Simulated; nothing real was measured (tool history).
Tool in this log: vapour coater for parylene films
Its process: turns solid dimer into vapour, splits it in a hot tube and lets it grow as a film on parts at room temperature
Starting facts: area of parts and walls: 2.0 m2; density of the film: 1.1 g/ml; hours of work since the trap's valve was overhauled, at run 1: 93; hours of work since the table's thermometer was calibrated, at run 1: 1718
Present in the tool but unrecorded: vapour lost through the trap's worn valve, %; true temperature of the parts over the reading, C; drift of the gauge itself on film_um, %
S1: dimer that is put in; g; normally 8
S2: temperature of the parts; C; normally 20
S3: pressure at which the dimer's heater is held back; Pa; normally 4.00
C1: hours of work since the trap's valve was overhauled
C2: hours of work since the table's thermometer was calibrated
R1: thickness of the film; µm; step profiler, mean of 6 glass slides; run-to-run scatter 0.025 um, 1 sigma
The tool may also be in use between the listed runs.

Run 1, hour 0.0: usual settings; C1 93; C2 1718. Result: R1 1.86 µm.
Run 2, hour 58.7: usual settings; C1 130; C2 1755. Result: R1 1.82 µm.
Run 3, hour 127.0: usual settings; C1 174; C2 1799. Result: R1 1.81 µm.
Run 4, hour 188.1: usual settings but S2 13 C; C1 213; C2 1838. Result: R1 2.15 µm.
Run 5, hour 225.6: usual settings but S2 13 C; C1 237; C2 1862. Result: R1 2.10 µm.
Run 6, hour 282.6: usual settings but S2 18 C; C1 274; C2 1899. Result: R1 1.79 µm.
Run 7, hour 359.7: usual settings but S2 18 C; C1 323; C2 1948. Result: R1 1.82 µm.
At hour 398.5: trap's valve overhauled.
Run 8, hour 419.8: usual settings but S2 18 C; C1 14; C2 1984. Result: R1 1.97 µm.
Run 9, hour 457.6: usual settings but S2 18 C; C1 38; C2 2008. Result: R1 1.92 µm.
Run 10, hour 529.5: usual settings but S3 10.40 Pa; C1 84; C2 2054. Result: R1 1.67 µm.
Run 11, hour 599.0: usual settings but S3 2.21 Pa; C1 128; C2 2098. Result: R1 1.97 µm.
Run 12, hour 640.8: usual settings but S1 4 g, S2 15 C, S3 8.82 Pa; C1 155; C2 2125. Result: R1 0.91 µm.
Run 13, hour 720.4: usual settings but S1 4 g, S2 14 C, S3 7.30 Pa; C1 206; C2 2176. Result: R1 0.93 µm.

5 options for the next run, each taken on its own from the tool as it stands now. Forecast them:
Run A, hour 755.8: usual settings but S1 12 g, S2 14 C, S3 7.30 Pa; C1 228; C2 2198. Result: R1 ?.
Run B, hour 755.8: usual settings but S2 21 C, S3 3.72 Pa; C1 228; C2 2198. Result: R1 ?.
Run C, hour 755.8: usual settings but S1 5 g, S2 22 C, S3 6.34 Pa; C1 228; C2 2198. Result: R1 ?.
Run D, hour 755.8: usual settings but S1 14 g, S2 21 C, S3 9.21 Pa; C1 228; C2 2198. Result: R1 ?.
Run E, hour 755.8: usual settings but S2 24 C, S3 4.10 Pa; C1 228; C2 2198. Result: R1 ?.

run    R1
  A  2.79
  B  1.71
  C  0.99
  D  2.69
  E  1.63
With no hidden state in the tool, these same runs would have given:
run    R1
  A  3.09
  B  1.90
  C  1.10
  D  2.97
  E  1.80

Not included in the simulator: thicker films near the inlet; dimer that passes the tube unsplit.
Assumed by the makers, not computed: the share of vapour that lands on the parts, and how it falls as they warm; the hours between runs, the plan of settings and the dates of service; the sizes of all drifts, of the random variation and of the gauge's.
